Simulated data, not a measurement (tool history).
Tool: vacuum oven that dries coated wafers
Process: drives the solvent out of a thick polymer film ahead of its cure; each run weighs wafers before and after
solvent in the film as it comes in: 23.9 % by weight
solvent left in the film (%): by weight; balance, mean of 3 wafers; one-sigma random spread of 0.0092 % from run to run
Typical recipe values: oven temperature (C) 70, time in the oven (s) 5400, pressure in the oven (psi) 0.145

run 1 hour=0.0 | oven_temperature_(C)=70 time_in_the_oven_(s)=5400 pressure_in_the_oven_(psi)=0.145 | solvent_left_in_the_film_(%)=1.466
run 2 hour=8.7 | oven_temperature_(C)=70 time_in_the_oven_(s)=6540 pressure_in_the_oven_(psi)=0.145 | solvent_left_in_the_film_(%)=1.057
run 3 hour=23.8 | oven_temperature_(C)=61 time_in_the_oven_(s)=5400 pressure_in_the_oven_(psi)=0.145 | solvent_left_in_the_film_(%)=3.866
run 4 hour=38.1 | oven_temperature_(C)=61 time_in_the_oven_(s)=5400 pressure_in_the_oven_(psi)=0.145 | solvent_left_in_the_film_(%)=3.853
run 5 hour=50.4 | oven_temperature_(C)=70 time_in_the_oven_(s)=5400 pressure_in_the_oven_(psi)=0.129 | solvent_left_in_the_film_(%)=1.409
-- hour=52.8 vacuum gauge cleaned of residue and calibrated
run 6 hour=63.2 | oven_temperature_(C)=70 time_in_the_oven_(s)=5400 pressure_in_the_oven_(psi)=0.129 | solvent_left_in_the_film_(%)=1.400
-- hour=77.1 vacuum gauge cleaned of residue and calibrated, once more
run 7 hour=78.9 | oven_temperature_(C)=66 time_in_the_oven_(s)=7260 pressure_in_the_oven_(psi)=0.165 | solvent_left_in_the_film_(%)=1.484
run 8 hour=92.8 | oven_temperature_(C)=66 time_in_the_oven_(s)=7260 pressure_in_the_oven_(psi)=0.165 | solvent_left_in_the_film_(%)=1.481
run 9 hour=105.6 | oven_temperature_(C)=66 time_in_the_oven_(s)=4740 pressure_in_the_oven_(psi)=0.165 | solvent_left_in_the_film_(%)=2.953
run 10 hour=113.5 | oven_temperature_(C)=66 time_in_the_oven_(s)=4740 pressure_in_the_oven_(psi)=0.165 | solvent_left_in_the_film_(%)=2.934
run 11 hour=125.9 | oven_temperature_(C)=66 time_in_the_oven_(s)=4740 pressure_in_the_oven_(psi)=0.165 | solvent_left_in_the_film_(%)=2.926

Here are 3 independent what-if runs from the current tool condition. What would each one return?
run A hour=132.8 | oven_temperature_(C)=72 time_in_the_oven_(s)=3240 pressure_in_the_oven_(psi)=0.145 | solvent_left_in_the_film_(%)=?
run B hour=132.8 | oven_temperature_(C)=81 time_in_the_oven_(s)=3180 pressure_in_the_oven_(psi)=0.100 | solvent_left_in_the_film_(%)=?
run C hour=132.8 | oven_temperature_(C)=70 time_in_the_oven_(s)=6120 pressure_in_the_oven_(psi)=0.252 | solvent_left_in_the_film_(%)=?

run=A solvent_left_in_the_film_(%)=2.914
run=B solvent_left_in_the_film_(%)=0.961
run=C solvent_left_in_the_film_(%)=1.581
Stripped of hidden state, with their random variation kept, the same runs would have yielded:
run=A solvent_left_in_the_film_(%)=3.134
run=B solvent_left_in_the_film_(%)=1.060
run=C solvent_left_in_the_film_(%)=1.695
